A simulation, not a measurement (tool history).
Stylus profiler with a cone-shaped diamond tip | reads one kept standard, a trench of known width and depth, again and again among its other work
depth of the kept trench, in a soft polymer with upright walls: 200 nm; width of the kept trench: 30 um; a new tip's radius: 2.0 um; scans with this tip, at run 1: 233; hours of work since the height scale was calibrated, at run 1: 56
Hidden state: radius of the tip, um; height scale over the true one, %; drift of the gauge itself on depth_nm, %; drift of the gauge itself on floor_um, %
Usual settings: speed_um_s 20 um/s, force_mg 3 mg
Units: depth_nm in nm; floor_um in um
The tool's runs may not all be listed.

run,hour,speed_um_s,force_mg,scans with this tip,hours of work since the height scale was calibrated,depth_nm,floor_um
1,0,20,3,233,56,203.39,28.16
2,30,20,3,310,75,203.39,28.21
3,52.5,20,3,368,88,203.28,28.13
4,85.1,20,3,451,109,203.4,28.16
5,103.5,20,3,498,120,203.38,28.15
6,131.4,20,3,570,137,203.35,28.21
7,154.7,20,3,629,151,203.18,28.2
8,183.4,20,3,703,169,203.35,28.13
9,221.2,20,3,800,192,203.22,28.18
10,248.9,5,3,871,210,203.23,28.11
11,274.7,5,3,937,225,203.24,28.16
12,312.6,20,3,1034,249,203.09,28.14
13,345.3,20,3,1118,269,203.26,28.16
14,373.8,20,3,1191,286,203.17,28.11
15,402.9,42,7.4,1266,304,206.01,28.1
16,439.4,29,2.79,1359,327,203.03,28.11
17,463.1,29,2.79,1420,341,202.98,28.03

Run 18 comes next. What will it give?
18,501.7,13,4.98,1519,365,?,?

Run 18 gave depth_nm 204.56 nm, floor_um 28.15 um.
Without the tool's hidden state the same run would have given depth_nm 204.75 nm, floor_um 28.21 um.
